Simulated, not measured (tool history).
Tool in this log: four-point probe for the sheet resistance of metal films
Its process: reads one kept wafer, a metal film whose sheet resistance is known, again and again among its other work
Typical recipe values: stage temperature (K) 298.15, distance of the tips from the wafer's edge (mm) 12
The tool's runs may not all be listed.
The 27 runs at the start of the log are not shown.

run,day,stage temperature (K),distance of the tips from the wafer's edge (mm),touches since the probe head was changed,hours of work since the stage's thermometer was calibrated,sheet resistance as the instrument gives it (ohm/square)
28,19.854,302.15,68,52419,1735,2.471295
29,20.558,304.15,4,53023,1743,2.502568
30,21.254,297.15,7,53619,1751,2.486760
31,21.675,297.15,7,53983,1756,2.487365
32,22.479,293.15,14,54673,1766,2.482849
33,23.138,295.15,9,55236,1774,2.484098
34,24.029,299.15,9,56002,1784,2.481377
35,24.500,304.15,9,56406,1790,2.474958
36,25.446,304.15,9,57219,1801,2.475117
37,26.288,295.15,7,57941,1811,2.488811
38,27.171,306.15,25,58699,1821,2.467110
39,27.775,306.15,25,59221,1828,2.466755
40,28.533,294.15,18,59869,1837,2.480603
41,29.433,294.15,18,60642,1848,2.480407
42,30.125,298.15,4,61238,1856,2.507647
43,30.954,298.15,61,61948,1866,2.474353
44,31.462,293.15,17,62386,1872,2.480246
45,32.158,291.15,55,62984,1880,2.480866
46,32.933,294.15,3,63649,1889,2.535421

3 ways to go on from here, each from the tool as it stands after run 46. What would each give?
A,33.625,296.15,12,64242,1897,?
B,33.625,306.15,3,64242,1897,?
C,33.625,295.15,12,64242,1897,?

run,sheet resistance as the instrument gives it (ohm/square)
A,2.478954
B,2.523197
C,2.480610
Had the tool no hidden state, the same runs would have come out as:
run,sheet resistance as the instrument gives it (ohm/square)
A,2.490083
B,2.534471
C,2.491749
